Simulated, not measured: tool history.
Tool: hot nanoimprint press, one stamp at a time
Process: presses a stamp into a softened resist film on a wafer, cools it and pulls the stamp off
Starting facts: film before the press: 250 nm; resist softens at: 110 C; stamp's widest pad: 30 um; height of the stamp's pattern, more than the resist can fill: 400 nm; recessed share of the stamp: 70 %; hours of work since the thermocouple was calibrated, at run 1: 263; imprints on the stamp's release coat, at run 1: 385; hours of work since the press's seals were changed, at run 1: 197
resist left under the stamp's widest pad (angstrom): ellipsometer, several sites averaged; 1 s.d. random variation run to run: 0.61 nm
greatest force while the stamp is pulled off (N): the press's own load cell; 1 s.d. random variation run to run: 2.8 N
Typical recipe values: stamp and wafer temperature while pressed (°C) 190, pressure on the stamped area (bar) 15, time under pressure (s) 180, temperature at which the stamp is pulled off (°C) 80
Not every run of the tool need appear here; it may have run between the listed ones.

| run | hour | stamp and wafer temperature while pressed (°C) | pressure on the stamped area (bar) | time under pressure (s) | temperature at which the stamp is pulled off (°C) | hours of work since the thermocouple was calibrated | imprints on the stamp's release coat | hours of work since the press's seals were changed | resist left under the stamp's widest pad (angstrom) | greatest force while the stamp is pulled off (N) |
|---|---|---|---|---|---|---|---|---|---|---|
| 1 | 0 | 190 | 15 | 180 | 80 | 263 | 385 | 197 | 1050 | 139 |
| 2 | 14.7 | 190 | 15 | 180 | 80 | 273 | 450 | 207 | 1041 | 136 |
| 3 | 23.1 | 190 | 15 | 279 | 80 | 278 | 488 | 212 | 904 | 140 |
| 4 | 41.3 | 190 | 15 | 180 | 65 | 290 | 569 | 224 | 1052 | 145 |
| 5 | 58.2 | 190 | 15 | 180 | 65 | 300 | 644 | 234 | 1044 | 155 |
| 6 | 73.1 | 190 | 15 | 180 | 80 | 310 | 710 | 244 | 1037 | 141 |
| 7 | 81.8 | 190 | 15 | 180 | 80 | 315 | 749 | 249 | 1033 | 150 |
| 8 | 90.9 | 190 | 15 | 180 | 87 | 321 | 789 | 255 | 1030 | 136 |
| 9 | 109.3 | 190 | 15 | 180 | 87 | 333 | 871 | 267 | 1038 | 138 |
| 10 | 119.9 | 190 | 15 | 180 | 87 | 340 | 918 | 274 | 1034 | 138 |
| 11 | 133.5 | 190 | 15 | 180 | 87 | 348 | 979 | 282 | 1027 | 136 |
| 12 | 142.4 | 191 | 15 | 180 | 80 | 354 | 1018 | 288 | 1000 | 150 |
| 13 | 155.3 | 191 | 15 | 180 | 80 | 362 | 1076 | 296 | 982 | 153 |
| 14 | 169.7 | 191 | 15 | 180 | 80 | 371 | 1140 | 305 | 985 | 146 |
| 15 | 179.4 | 191 | 15 | 180 | 80 | 377 | 1183 | 311 | 994 | 154 |
| 16 | 196 | 182 | 13.4 | 180 | 74 | 388 | 1257 | 322 | 1501 | 158 |
| 17 | 212.4 | 190 | 15 | 116 | 80 | 398 | 1329 | 332 | 1202 | 153 |
| 18 | 227.6 | 183 | 21.9 | 350 | 73 | 408 | 1397 | 342 | 899 | 159 |
| 19 | 235.3 | 183 | 21.9 | 350 | 73 | 413 | 1431 | 347 | 896 | 165 |
| 20 | 246.9 | 183 | 21.9 | 350 | 73 | 420 | 1483 | 354 | 895 | 168 |
|  | 258.2 | stamp cleaned and given a new release coat |
| 21 | 266 | 196 | 23 | 160 | 79 | 429 | 35 | 363 | 661 | 128 |
| 22 | 279.7 | 186 | 10.6 | 160 | 79 | 437 | 96 | 371 | 1467 | 131 |
| 23 | 289.2 | 186 | 10.6 | 225 | 82 | 443 | 138 | 377 | 1325 | 126 |
|  | 296.3 | plate thermocouple calibrated |
| 24 | 308.7 | 191 | 9.5 | 167 | 78 | 8 | 212 | 388 | 1359 | 136 |
| 25 | 321.6 | 180 | 11.9 | 137 | 78 | 16 | 269 | 396 | 1899 | 135 |
| 26 | 337.3 | 180 | 11.9 | 137 | 78 | 26 | 339 | 406 | 1878 | 138 |
| 27 | 345.2 | 196 | 12.8 | 152 | 85 | 31 | 374 | 411 | 1004 | 131 |
| 28 | 359.9 | 196 | 12.8 | 152 | 85 | 40 | 439 | 420 | 999 | 137 |
| 29 | 370.8 | 197 | 13.3 | 102 | 66 | 47 | 488 | 427 | 1091 | 155 |

Measured result minus the same run's result without the hidden state. Both carry the same run-to-run variation, though not necessarily the same gauge scatter:
Hidden conditions of the tool in this case: true temperature over the reading, C; pressure that arrives at the usual setting, %; grip of the stamp's worn release coat, % over a new coat's; drift of the gauge itself on residual_nm, %; drift of the gauge itself on pull_off_n, %.
| run | resist left under the stamp's widest pad (angstrom) | greatest force while the stamp is pulled off (N) |
|---|---|---|
| 1 | -50 | +7 |
| 2 | -51 | +8 |
| 3 | -46 | +9 |
| 4 | -54 | +10 |
| 5 | -55 | +13 |
| 6 | -56 | +13 |
| 7 | -57 | +15 |
| 8 | -57 | +14 |
| 9 | -59 | +16 |
| 10 | -61 | +16 |
| 11 | -62 | +18 |
| 12 | -60 | +19 |
| 13 | -60 | +21 |
| 14 | -61 | +21 |
| 15 | -62 | +23 |
| 16 | -90 | +25 |
| 17 | -75 | +26 |
| 18 | -68 | +27 |
| 19 | -69 | +29 |
| 20 | -69 | +30 |
| 21 | -42 | +0 |
| 22 | -94 | +0 |
| 23 | -94 | +1 |
| 24 | +5 | +4 |
| 25 | +5 | +5 |
| 26 | +3 | +7 |
| 27 | +4 | +7 |
| 28 | +3 | +9 |
| 29 | +3 | +11 |
